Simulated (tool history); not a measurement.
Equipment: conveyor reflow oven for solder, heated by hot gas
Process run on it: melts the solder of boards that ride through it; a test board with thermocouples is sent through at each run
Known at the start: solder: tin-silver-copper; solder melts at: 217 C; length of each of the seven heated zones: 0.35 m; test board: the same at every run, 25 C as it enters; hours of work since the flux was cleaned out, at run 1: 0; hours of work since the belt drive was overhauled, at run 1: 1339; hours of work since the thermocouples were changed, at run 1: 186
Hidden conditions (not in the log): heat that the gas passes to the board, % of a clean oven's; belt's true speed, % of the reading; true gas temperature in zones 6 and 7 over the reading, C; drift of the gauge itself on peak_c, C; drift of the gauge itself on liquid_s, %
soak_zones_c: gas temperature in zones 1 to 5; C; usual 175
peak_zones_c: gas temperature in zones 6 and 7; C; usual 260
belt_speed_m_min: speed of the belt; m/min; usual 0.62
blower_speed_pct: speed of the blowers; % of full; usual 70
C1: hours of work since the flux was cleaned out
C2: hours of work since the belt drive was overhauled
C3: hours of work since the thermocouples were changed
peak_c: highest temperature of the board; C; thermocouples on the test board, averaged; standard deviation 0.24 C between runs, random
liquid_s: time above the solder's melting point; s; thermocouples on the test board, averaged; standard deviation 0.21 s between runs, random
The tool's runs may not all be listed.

Run 1, hour 0: usual settings; C1 0; C2 1339; C3 186. Result: peak_c 249.6 C, liquid_s 51.3 s.
Run 2, hour 80.2: usual settings; C1 32; C2 1372; C3 218. Result: peak_c 248.8 C, liquid_s 51.1 s.
Run 3, hour 161.7: usual settings; C1 65; C2 1405; C3 251. Result: peak_c 248.8 C, liquid_s 51 s.
Run 4, hour 253.9: usual settings but peak_zones_c 272 C; C1 103; C2 1442; C3 288. Result: peak_c 259.3 C, liquid_s 56.9 s.
Run 5, hour 318: usual settings but peak_zones_c 272 C; C1 129; C2 1468; C3 314. Result: peak_c 259.2 C, liquid_s 56.8 s.
Run 6, hour 376.4: usual settings but belt_speed_m_min 0.565 m/min; C1 152; C2 1492; C3 338. Result: peak_c 250.2 C, liquid_s 57.7 s.
Run 7, hour 458.2: usual settings but belt_speed_m_min 0.565 m/min; C1 186; C2 1525; C3 371. Result: peak_c 249.5 C, liquid_s 57.6 s.
Run 8, hour 523.3: usual settings but peak_zones_c 270 C, belt_speed_m_min 0.565 m/min; C1 212; C2 1551; C3 398. Result: peak_c 258.4 C, liquid_s 63 s.
Run 9, hour 613: usual settings; C1 248; C2 1588; C3 434. Result: peak_c 247.3 C, liquid_s 49.7 s.
Run 10, hour 667.6: usual settings but blower_speed_pct 58 % of full; C1 270; C2 1610; C3 456. Result: peak_c 244.5 C, liquid_s 46.6 s.
At hour 719.5: flux residue cleaned out of gas plates and filters.
Run 11, hour 762.5: usual settings but soak_zones_c 162 C; C1 17; C2 1646; C3 492. Result: peak_c 244.1 C, liquid_s 42 s.
Run 12, hour 802: usual settings; C1 33; C2 1662; C3 508. Result: peak_c 245.4 C, liquid_s 47.7 s.
Run 13, hour 845: usual settings; C1 51; C2 1679; C3 526. Result: peak_c 245.6 C, liquid_s 47.7 s.
Run 14, hour 927.7: usual settings; C1 84; C2 1713; C3 559. Result: peak_c 245.2 C, liquid_s 47.7 s.
Run 15, hour 1004.6: usual settings; C1 116; C2 1744; C3 590. Result: peak_c 245.2 C, liquid_s 47.2 s.
Run 16, hour 1070.5: usual settings; C1 142; C2 1771; C3 617. Result: peak_c 244.5 C, liquid_s 47 s.
At hour 1091.7: belt drive overhauled, speed set with a stopwatch.
Run 17, hour 1131.9: usual settings; C1 165; C2 16; C3 640. Result: peak_c 243.5 C, liquid_s 45 s.
Run 18, hour 1200.6: usual settings but soak_zones_c 182 C, peak_zones_c 262 C, belt_speed_m_min 0.701 m/min; C1 193; C2 44; C3 668. Result: peak_c 243.2 C, liquid_s 40.1 s.
At hour 1231.7: flux residue cleaned out of gas plates and filters, once more.
Run 19, hour 1286.1: usual settings but soak_zones_c 165 C, peak_zones_c 262 C, belt_speed_m_min 0.645 m/min; C1 22; C2 77; C3 701. Result: peak_c 246.5 C, liquid_s 43.6 s.
At hour 1332.8: thermocouples of zones 6 and 7 changed.
Run 20, hour 1365.8: usual settings but soak_zones_c 165 C, peak_zones_c 262 C, belt_speed_m_min 0.645 m/min; C1 54; C2 108; C3 13. Result: peak_c 248.5 C, liquid_s 44.8 s.
Run 21, hour 1430: usual settings but soak_zones_c 161 C, belt_speed_m_min 0.656 m/min; C1 80; C2 134; C3 39. Result: peak_c 245.6 C, liquid_s 40.8 s.
Run 22, hour 1472.6: usual settings but soak_zones_c 161 C, belt_speed_m_min 0.656 m/min; C1 97; C2 151; C3 57. Result: peak_c 245.1 C, liquid_s 40.2 s.
Run 23, hour 1538.8: usual settings but soak_zones_c 185 C, peak_zones_c 274 C, belt_speed_m_min 0.609 m/min; C1 124; C2 178; C3 83. Result: peak_c 263.3 C, liquid_s 62 s.
Run 24, hour 1621.5: usual settings but soak_zones_c 166 C, blower_speed_pct 59 % of full; C1 157; C2 212; C3 117. Result: peak_c 244.5 C, liquid_s 42.9 s.
Run 25, hour 1694.8: usual settings but soak_zones_c 166 C, peak_zones_c 261 C; C1 187; C2 242; C3 147. Result: peak_c 247.7 C, liquid_s 46.4 s.
Run 26, hour 1758.7: usual settings but peak_zones_c 267 C, belt_speed_m_min 0.66 m/min, blower_speed_pct 76 % of full; C1 213; C2 267; C3 173. Result: peak_c 254.2 C, liquid_s 50 s.
Run 27, hour 1827.7: usual settings but peak_zones_c 269 C; C1 241; C2 295; C3 200. Result: peak_c 255.9 C, liquid_s 54.2 s.
Run 28, hour 1890.5: usual settings but soak_zones_c 174 C, peak_zones_c 255 C, belt_speed_m_min 0.558 m/min, blower_speed_pct 77 % of full; C1 266; C2 321; C3 226. Result: peak_c 246.6 C, liquid_s 55 s.
At hour 1945.5: flux residue cleaned out of gas plates and filters.
Run 29, hour 1986.3: usual settings but soak_zones_c 183 C; C1 17; C2 358; C3 263. Result: peak_c 250 C, liquid_s 54.1 s.

Branching from run 29: 4 alternative next runs. What would each branch give?
Run A, hour 2052: usual settings but soak_zones_c 186 C; C1 43; C2 384; C3 289. Result: peak_c ?, liquid_s ?.
Run B, hour 2052: usual settings but soak_zones_c 186 C, blower_speed_pct 78 % of full; C1 43; C2 384; C3 289. Result: peak_c ?, liquid_s ?.
Run C, hour 2052: usual settings but soak_zones_c 185 C, belt_speed_m_min 0.556 m/min, blower_speed_pct 52 % of full; C1 43; C2 384; C3 289. Result: peak_c ?, liquid_s ?.
Run D, hour 2052: usual settings but soak_zones_c 181 C, peak_zones_c 262 C, blower_speed_pct 54 % of full; C1 43; C2 384; C3 289. Result: peak_c ?, liquid_s ?.

run  peak_c  liquid_s
  A   250.3      55.2
  B   251.4      56.5
  C   248.7      59.7
  D   247.6      50.4
Without the tool's unlogged condition, the same runs would have read:
run  peak_c  liquid_s
  A   250.9      55.3
  B     252      56.6
  C   249.1      59.9
  D   248.1      50.6
